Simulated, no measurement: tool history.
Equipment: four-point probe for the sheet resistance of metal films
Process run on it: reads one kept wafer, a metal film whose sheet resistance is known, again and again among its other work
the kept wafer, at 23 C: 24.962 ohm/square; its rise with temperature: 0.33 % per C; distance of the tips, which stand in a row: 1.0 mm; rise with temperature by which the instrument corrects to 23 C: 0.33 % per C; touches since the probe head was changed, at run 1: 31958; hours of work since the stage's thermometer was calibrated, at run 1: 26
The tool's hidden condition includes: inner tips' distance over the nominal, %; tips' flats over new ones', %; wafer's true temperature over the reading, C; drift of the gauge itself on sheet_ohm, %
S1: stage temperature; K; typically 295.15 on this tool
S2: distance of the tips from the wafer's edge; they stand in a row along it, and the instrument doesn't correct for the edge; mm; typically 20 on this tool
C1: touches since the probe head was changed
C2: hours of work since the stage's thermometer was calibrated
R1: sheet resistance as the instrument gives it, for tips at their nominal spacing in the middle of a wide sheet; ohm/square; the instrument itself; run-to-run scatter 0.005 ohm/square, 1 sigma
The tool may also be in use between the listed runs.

run,hour,S1,S2,C1,C2,R1
1,0,295.15,20,31958,26,24.816703
2,23.4,295.15,20,32695,44,24.817612
3,46.9,295.15,20,33435,61,24.820768
4,58.6,295.15,20,33804,69,24.823531
5,76.3,304.15,20,34361,82,24.815301
6,94.1,295.15,9,34923,96,24.947209
7,120.6,295.15,9,35759,115,24.955586
8,137.5,295.15,20,36292,127,24.817493
9,157.5,295.15,20,36922,142,24.816739
10,180.9,295.15,20,37659,159,24.821282
11,203.3,295.15,20,38365,176,24.82309
12,225,295.15,42,39047,192,24.795923
13,238.2,295.15,42,39464,202,24.796503
14,251.4,304.15,42,39880,211,24.782524
15,278.3,295.15,4,40728,231,25.596523
16,297.6,295.15,54,41335,245,24.784602
17,312.6,295.15,54,41808,256,24.787814
18,335,295.15,20,42513,273,24.807117
# hour 337.4: stage's thermometer calibrated
19,347.8,295.15,20,42902,8,24.821171
20,366.8,295.15,20,43500,22,24.81467
21,381.7,295.15,16,43971,33,24.836097
22,395.4,295.15,16,44401,43,24.827372
# hour 399: stage's thermometer calibrated, once more
23,414.2,295.15,16,44978,11,24.812057
24,437.3,295.15,16,45706,28,24.824401
25,461,308.15,17,46454,46,24.815414
26,481.9,292.15,64,47113,61,24.767521
27,509.8,292.15,64,47990,82,24.764278
28,537.5,303.15,45,48864,102,24.773144
29,551.9,303.15,45,49317,112,24.768366
30,580.2,293.15,13,50210,133,24.832639
31,595.2,304.15,20,50680,144,24.803123
32,614.8,304.15,20,51301,159,24.792425
33,633.8,295.15,16,51897,173,24.802629
34,658.3,297.15,3,52671,191,26.14772
35,677.3,292.15,9,53269,205,24.917767
36,697.5,292.15,9,53905,220,24.915575
37,718,294.15,6,54552,235,25.120568
38,744.2,295.15,65,55378,254,24.765344
39,762.1,297.15,20,55941,267,24.786791
40,784.7,307.15,20,56654,284,24.791116
41,808.5,298.15,26,57404,301,24.772541
42,832.8,305.15,36,58169,319,24.759635
43,851.9,305.15,36,58770,333,24.763857
44,864.3,305.15,4,59161,342,25.553804
45,877.9,305.15,4,59590,352,25.555443

4 options for the next run, each taken on its own from the tool as it stands now. Forecast them:
A,900.4,295.15,42,60300,369,?
B,900.4,295.15,43,60300,369,?
C,900.4,294.15,13,60300,369,?
D,900.4,305.15,8,60300,369,?

run,R1
A,24.75216
B,24.753977
C,24.830265
D,24.954089
With the hidden condition removed and each run's random variation left untouched, the same runs would have given:
run,R1
A,24.967047
B,24.96888
C,25.045734
D,25.171028

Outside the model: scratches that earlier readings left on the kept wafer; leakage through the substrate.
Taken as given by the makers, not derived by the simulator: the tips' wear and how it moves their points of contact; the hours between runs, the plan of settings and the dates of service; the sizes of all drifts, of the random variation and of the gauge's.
